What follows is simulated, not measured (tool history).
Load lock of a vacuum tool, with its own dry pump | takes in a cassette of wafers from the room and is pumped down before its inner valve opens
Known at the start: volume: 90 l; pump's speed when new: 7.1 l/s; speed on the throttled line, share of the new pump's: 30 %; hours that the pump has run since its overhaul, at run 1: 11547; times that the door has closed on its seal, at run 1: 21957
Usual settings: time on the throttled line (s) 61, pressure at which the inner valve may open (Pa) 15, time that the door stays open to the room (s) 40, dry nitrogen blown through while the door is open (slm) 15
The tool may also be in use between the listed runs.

run,day,time on the throttled line (s),pressure at which the inner valve may open (Pa),time that the door stays open to the room (s),dry nitrogen blown through while the door is open (slm),hours that the pump has run since its overhaul,times that the door has closed on its seal,"incoming humidity of the room's air, %",time from the closed door until the inner valve may open (s),rise of the pressure with all valves shut (Pa/min)
1,0,61,15,40,15,11547,21957,43.1,174.8,0.116
2,19.838,92,15,40,15,12023,23697,47.8,195.1,0.132
3,40.962,92,15,44,15,12530,25549,47.6,199.6,0.145
4,54.892,92,15,44,15,12865,26771,42.4,194.6,0.151
5,69.65,92,15,44,15,13219,28065,45.6,196.1,0.164
6,91.212,61,13,40,15,13736,29956,44,178.9,0.181
7,106.329,61,15,40,7,14099,31282,45.3,180.1,0.203
8,127.962,61,15,40,15,14618,33179,45,180,0.217
9,145.229,61,15,40,15,15033,34693,42.5,179.5,0.224
10,165.525,61,15,40,15,15520,36473,43.1,182.8,0.243
11,192.792,61,15,40,15,16174,38865,43.9,184.2,0.275
12,213.5,61,15,40,15,16671,40680,46.8,184.8,0.296
13,236.229,61,15,40,15,17217,42674,47.5,184.9,0.315
# day 245.671: door's seal changed, seat wiped
14,258.988,61,15,40,15,17761,1168,46.2,187.6,0.031
15,271.112,61,26,40,15,18052,2232,41.5,178.4,0.024
16,298.583,61,11,40,15,18712,4641,45.7,195.3,0.036
# day 308.554: dry pump taken out, an overhauled one fitted
17,314.796,61,15,40,15,150,6041,43.5,158.4,0.037
18,335.708,61,15,40,15,652,7875,40.1,156.6,0.039
19,355.525,61,15,40,15,1127,9613,48.3,159.4,0.056
20,374.225,61,15,40,15,1576,11253,45.5,159.3,0.061
21,399.758,61,15,43,15,2189,13492,45.1,158.2,0.071
22,415.042,61,15,40,8,2556,14832,45.8,160.2,0.085
23,440.946,61,18,45,17,3177,17104,42.2,157.3,0.089
24,460.975,46,17,45,17,3658,18861,46,149.2,0.108
25,473.838,46,17,45,17,3967,19989,49.1,149.4,0.112
26,501.267,46,17,45,17,4625,22394,44.4,153,0.129
27,517.292,46,17,45,36,5010,23800,44.4,151.4,0.135
28,541.233,46,15,40,21,5584,25899,48.7,153.9,0.154
29,567.971,61,25,40,23,6226,28244,44.5,158.5,0.175
30,595.888,96,15,40,15,6896,30693,43.4,189.3,0.197
31,607.167,96,15,40,15,7167,31682,48.9,190,0.214
32,631.479,96,21,47,15,7750,33814,46.9,184.7,0.233
33,649.929,96,21,47,15,8193,35432,44.5,186,0.249
34,673.925,100,21,33,9,8769,37536,44.8,189.4,0.273
35,697.146,61,25,110,15,9326,39573,47,161.4,0.304
36,711.25,61,20,110,8,9665,40810,43.7,164.8,0.326
37,736.904,114,15,40,6,10280,43060,45.1,207.9,0.331

Forecast each of these 3 alternatives for the next run:
# day 741.075: door's seal changed, seat wiped
A,752.967,117,15,40,25,10664,1043,43.7,?,?
# day 741.075: door's seal changed, seat wiped
B,752.967,61,26,40,15,10664,1043,44.1,?,?
# day 741.075: door's seal changed, seat wiped
C,752.967,32,15,87,37,10664,1043,48.1,?,?

run,time from the closed door until the inner valve may open (s),rise of the pressure with all valves shut (Pa/min)
A,210.5,0.018
B,164,0.026
C,151.9,0.022
Without the tool's hidden state the same runs would have given:
run,time from the closed door until the inner valve may open (s),rise of the pressure with all valves shut (Pa/min)
A,197.1,0.016
B,149.1,0.024
C,134.2,0.02

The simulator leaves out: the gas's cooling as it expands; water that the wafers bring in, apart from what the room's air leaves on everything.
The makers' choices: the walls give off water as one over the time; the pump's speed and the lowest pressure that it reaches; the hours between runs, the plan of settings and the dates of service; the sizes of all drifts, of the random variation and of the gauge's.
